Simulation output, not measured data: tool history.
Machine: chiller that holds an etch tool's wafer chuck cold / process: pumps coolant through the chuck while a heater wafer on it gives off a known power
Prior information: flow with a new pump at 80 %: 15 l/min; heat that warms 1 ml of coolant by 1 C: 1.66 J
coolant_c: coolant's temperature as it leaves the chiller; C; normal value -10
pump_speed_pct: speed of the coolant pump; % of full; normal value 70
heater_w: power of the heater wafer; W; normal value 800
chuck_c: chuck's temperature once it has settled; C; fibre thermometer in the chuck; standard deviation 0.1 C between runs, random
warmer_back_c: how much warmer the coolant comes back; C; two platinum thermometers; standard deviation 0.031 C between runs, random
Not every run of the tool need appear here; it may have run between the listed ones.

run	hour	coolant_c	pump_speed_pct	heater_w	chuck_c	warmer_back_c
1	0.0	-10	70	800	-2.5	2.34
2	153.3	-14	70	800	-6.5	2.28
3	333.8	-10	70	800	-2.6	2.31
4	427.7	0	70	800	7.5	2.25
5	528.7	0	70	800	7.6	2.26
6	683.8	0	70	800	7.7	2.29
7	790.1	-7	84	613	-1.6	1.46
8	971.0	-10	67	467	-5.0	1.47
9	1136.1	-10	82	1070	-0.6	2.63
# hour 1263.9: chiller's thermometer calibrated
10	1268.4	-7	96	838	-0.7	1.72
11	1422.8	-5	61	683	1.9	2.35
12	1633.7	-5	80	683	0.9	1.71

Forecast each of these 4 alternatives for the next run:
A	1762.3	-3	80	683	?	?
B	1762.3	-7	80	683	?	?
C	1762.3	-2	80	683	?	?
D	1762.3	-2	90	494	?	?

run	chuck_c	warmer_back_c
A	2.8	1.73
B	-1.2	1.76
C	3.9	1.77
D	2.0	1.17
With the hidden condition removed and each run's random variation left untouched, the same runs would have given:
run	chuck_c	warmer_back_c
A	1.9	1.62
B	-2.0	1.65
C	3.0	1.65
D	1.4	1.09
